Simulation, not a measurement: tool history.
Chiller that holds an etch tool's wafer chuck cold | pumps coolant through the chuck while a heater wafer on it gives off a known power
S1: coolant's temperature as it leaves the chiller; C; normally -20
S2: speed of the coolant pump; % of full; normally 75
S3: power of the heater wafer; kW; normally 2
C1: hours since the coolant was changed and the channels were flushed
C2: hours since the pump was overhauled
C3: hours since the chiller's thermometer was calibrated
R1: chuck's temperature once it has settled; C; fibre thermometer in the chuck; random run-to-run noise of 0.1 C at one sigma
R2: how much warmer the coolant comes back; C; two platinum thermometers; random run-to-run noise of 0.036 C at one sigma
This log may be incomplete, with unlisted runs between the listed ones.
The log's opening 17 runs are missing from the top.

{"day": 12.562, "done": "chiller's thermometer calibrated"}
{"run": 18, "day": 13.221, "S1": -20, "S2": 87, "S3": 1.738, "C1": 2671, "C2": 776, "C3": 16, "R1": -8.3, "R2": 5.03}
{"run": 19, "day": 13.929, "S1": -26, "S2": 100, "S3": 1.575, "C1": 2688, "C2": 793, "C3": 33, "R1": -16.8, "R2": 3.95}
{"run": 20, "day": 15.1, "S1": -28, "S2": 93, "S3": 2.774, "C1": 2716, "C2": 822, "C3": 61, "R1": -10.3, "R2": 7.46}
{"run": 21, "day": 16.192, "S1": -28, "S2": 93, "S3": 2.774, "C1": 2742, "C2": 848, "C3": 87, "R1": -10.2, "R2": 7.45}
{"run": 22, "day": 17.146, "S1": -20, "S2": 86, "S3": 2, "C1": 2765, "C2": 871, "C3": 110, "R1": -6.2, "R2": 5.86}
{"day": 17.979, "done": "chiller's thermometer calibrated, once more"}
{"run": 23, "day": 18.142, "S1": -28, "S2": 88, "S3": 1.164, "C1": 2788, "C2": 893, "C3": 4, "R1": -19.7, "R2": 3.31}
{"run": 24, "day": 19.233, "S1": -28, "S2": 88, "S3": 1.164, "C1": 2814, "C2": 920, "C3": 30, "R1": -19.7, "R2": 3.32}
{"run": 25, "day": 19.812, "S1": -29, "S2": 67, "S3": 2.025, "C1": 2828, "C2": 934, "C3": 44, "R1": -10.4, "R2": 7.7}
{"run": 26, "day": 20.833, "S1": -29, "S2": 67, "S3": 2.025, "C1": 2852, "C2": 958, "C3": 68, "R1": -10.4, "R2": 7.71}
{"run": 27, "day": 21.554, "S1": -29, "S2": 67, "S3": 2.025, "C1": 2870, "C2": 975, "C3": 86, "R1": -10.4, "R2": 7.65}
{"run": 28, "day": 22.188, "S1": -13, "S2": 63, "S3": 1.755, "C1": 2885, "C2": 991, "C3": 101, "R1": 4.1, "R2": 7.15}
{"run": 29, "day": 23.379, "S1": -13, "S2": 63, "S3": 1.755, "C1": 2913, "C2": 1019, "C3": 130, "R1": 4.1, "R2": 7.14}
{"run": 30, "day": 24.492, "S1": -13, "S2": 63, "S3": 1.755, "C1": 2940, "C2": 1046, "C3": 156, "R1": 4, "R2": 7.07}
{"run": 31, "day": 25.254, "S1": -28, "S2": 89, "S3": 1.677, "C1": 2958, "C2": 1064, "C3": 175, "R1": -15.9, "R2": 4.8}

Predict each of these 3 candidate next runs independently; none follows another, all start after run 31:
{"run": "A", "day": 26.217, "S1": -18, "S2": 93, "S3": 1.01, "C1": 2982, "C2": 1087, "C3": 198, "R1": "?", "R2": "?"}
{"run": "B", "day": 26.217, "S1": -26, "S2": 78, "S3": 1.293, "C1": 2982, "C2": 1087, "C3": 198, "R1": "?", "R2": "?"}
{"run": "C", "day": 26.217, "S1": -14, "S2": 83, "S3": 1.634, "C1": 2982, "C2": 1087, "C3": 198, "R1": "?", "R2": "?"}

run=A R1=-11.1 R2=2.73
run=B R1=-15.6 R2=4.14
run=C R1=-1.5 R2=5.02
With no hidden state in the tool, these same runs would have given:
run=A R1=-11.9 R2=2.66
run=B R1=-16.8 R2=4.03
run=C R1=-3 R2=4.88
